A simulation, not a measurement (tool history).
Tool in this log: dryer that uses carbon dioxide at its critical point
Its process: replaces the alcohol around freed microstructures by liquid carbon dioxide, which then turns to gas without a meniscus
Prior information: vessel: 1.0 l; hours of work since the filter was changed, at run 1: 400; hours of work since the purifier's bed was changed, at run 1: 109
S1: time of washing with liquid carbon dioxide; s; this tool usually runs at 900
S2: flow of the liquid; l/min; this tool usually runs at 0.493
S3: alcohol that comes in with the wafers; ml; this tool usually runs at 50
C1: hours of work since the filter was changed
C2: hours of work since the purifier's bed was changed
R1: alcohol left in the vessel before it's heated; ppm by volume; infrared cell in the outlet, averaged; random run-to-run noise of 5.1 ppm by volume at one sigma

run,hour,S1,S2,S3,C1,C2,R1
1,0.0,900,0.493,50,400,109,186
# hour 13.1: inlet filter changed
2,15.3,900,0.493,101,1,116,141
3,38.1,900,0.513,50,12,126,69
4,53.3,900,0.513,50,19,134,84
5,69.8,900,0.513,50,26,141,79
6,81.4,900,0.493,50,32,147,93
7,95.0,900,0.493,50,38,153,95
8,118.0,900,0.554,50,49,164,49
9,139.6,660,0.554,50,59,174,245
10,153.4,660,0.554,78,66,180,354
11,170.7,660,0.554,78,74,188,363
12,188.6,1020,0.493,50,82,197,63
13,204.0,1020,0.493,50,89,204,74
14,219.4,1020,0.493,50,96,211,79
15,234.1,900,0.493,50,103,218,115
16,249.1,840,0.493,50,110,225,156
17,273.4,900,0.493,50,122,236,124
18,297.6,900,0.493,50,133,248,123
19,318.5,900,0.493,57,143,257,136
20,340.4,900,0.493,78,153,268,177
21,352.4,720,0.493,50,158,273,349
22,373.6,720,0.493,50,168,283,350
23,390.1,900,0.493,50,176,291,141
24,404.9,1200,0.753,50,183,298,47
25,423.8,1080,0.612,42,192,307,60
26,434.4,780,0.390,81,197,312,1260
27,447.3,660,0.390,81,203,318,2371
28,468.7,660,0.390,81,213,328,2336
29,486.8,660,0.708,81,221,336,149
30,509.7,900,0.427,90,232,347,502
31,522.6,900,0.427,90,238,353,514
32,533.8,660,0.318,89,243,358,5388
33,548.5,660,0.318,89,250,365,5415
34,567.5,660,0.318,89,259,374,5506
35,581.6,660,0.445,58,266,380,1126
36,592.7,660,0.445,58,271,386,1124
37,614.5,660,0.445,58,281,396,1125
38,633.4,660,0.445,58,290,405,1125
39,645.8,900,0.634,20,296,410,76
40,656.8,960,0.469,63,301,415,212
41,674.8,720,0.469,63,309,424,720
42,695.1,1200,0.493,21,319,433,78

Estimate the outcome of run 43 from the log above:
43,710.5,840,0.560,34,326,441,?

R1: 125 ppm by volume
On a tool with no hidden condition, and with the same random variation, this run would have come out at R1 27 ppm by volume.

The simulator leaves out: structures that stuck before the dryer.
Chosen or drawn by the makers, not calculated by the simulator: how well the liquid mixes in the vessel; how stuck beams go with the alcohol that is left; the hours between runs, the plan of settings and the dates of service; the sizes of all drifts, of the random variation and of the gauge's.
